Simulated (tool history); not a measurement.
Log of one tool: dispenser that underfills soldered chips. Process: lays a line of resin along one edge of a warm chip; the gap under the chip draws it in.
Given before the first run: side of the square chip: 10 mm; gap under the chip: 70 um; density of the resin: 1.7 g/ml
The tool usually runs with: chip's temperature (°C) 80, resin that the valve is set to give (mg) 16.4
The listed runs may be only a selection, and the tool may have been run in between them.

run	hour	chip's temperature (°C)	resin that the valve is set to give (mg)	time until the resin shows at the far edge (s)	resin that the valve gave (mg)
1	0.0	80	16.4	118.8	16.30
# hour 12.2: new syringe of resin
2	13.7	80	16.4	86.1	16.23
3	27.5	80	16.4	193.6	16.06
# hour 31.0: new syringe of resin
4	39.8	80	16.4	132.4	16.08
# hour 49.4: new syringe of resin
5	55.2	80	18.2	108.2	17.77
6	63.2	80	18.2	174.3	17.67
# hour 68.1: new syringe of resin
7	71.7	80	18.2	96.7	17.62
# hour 78.2: dispensing valve cleaned and set on the balance
8	83.9	80	16.4	187.8	16.37
# hour 87.5: new syringe of resin
9	100.0	80	16.4	163.9	16.27
# hour 106.2: new syringe of resin
10	108.3	80	16.4	90.0	16.21
11	118.1	75	16.4	188.6	16.16
# hour 124.3: new syringe of resin
12	129.3	91	16.4	73.2	16.12
13	140.5	91	16.4	139.4	16.00
# hour 143.1: new syringe of resin
14	149.4	91	17.7	77.3	17.20
15	156.8	68	16.4	274.9	15.94
# hour 161.2: new syringe of resin
# hour 163.1: dispensing valve cleaned and set on the balance
16	175.0	68	16.4	255.8	16.39
# hour 180.5: new syringe of resin
17	191.8	80	15.0	154.5	14.88
# hour 199.3: new syringe of resin
18	208.5	69	16.4	202.5	16.14
# hour 217.4: new syringe of resin
19	225.6	88	16.4	94.0	16.07
# hour 235.8: new syringe of resin
20	239.3	88	16.4	73.5	15.95
# hour 247.7: dispensing valve cleaned and set on the balance
21	248.9	77	15.2	181.1	15.25
# hour 256.1: new syringe of resin
22	260.9	85	16.1	85.9	16.12
# hour 274.5: new syringe of resin
23	278.1	85	16.1	79.7	15.98
24	287.6	85	16.1	142.2	15.88
# hour 293.7: new syringe of resin
25	298.5	85	16.1	88.9	15.86
26	309.9	68	17.4	303.9	17.02
# hour 312.4: new syringe of resin
27	317.8	68	17.4	159.8	17.08
28	327.7	68	17.4	277.9	16.94
# hour 330.6: new syringe of resin
# hour 333.1: dispensing valve cleaned and set on the balance
29	337.8	79	15.7	114.9	15.70
# hour 349.9: new syringe of resin
30	351.5	79	15.7	89.2	15.62
31	365.3	89	16.4	136.6	16.25
# hour 368.6: new syringe of resin
32	380.0	89	16.4	110.5	16.25

Each run again, without the hidden state but with its own random variation kept:
What the log doesn't record here: resin's viscosity, % of fresh resin's; dose that the valve gives, % of what is set; true chip temperature over the reading, C; drift of the gauge itself on fill_s, %; drift of the gauge itself on given_mg, %.
run	time until the resin shows at the far edge (s)	resin that the valve gave (mg)
1	80.2	16.38
2	81.0	16.41
3	82.3	16.33
4	81.6	16.42
5	78.7	18.25
6	80.3	18.21
7	79.7	18.21
8	81.8	16.39
9	81.8	16.40
10	81.9	16.39
11	97.3	16.40
12	55.8	16.43
13	55.5	16.38
14	54.6	17.68
15	126.6	16.44
16	128.3	16.44
17	83.2	15.01
18	124.1	16.38
19	61.4	16.42
20	61.5	16.39
21	93.2	15.22
22	68.3	16.16
23	67.7	16.11
24	69.7	16.08
25	69.4	16.11
26	123.9	17.37
27	124.2	17.48
28	122.4	17.40
29	84.2	15.68
30	85.9	15.68
31	59.2	16.39
32	60.0	16.47
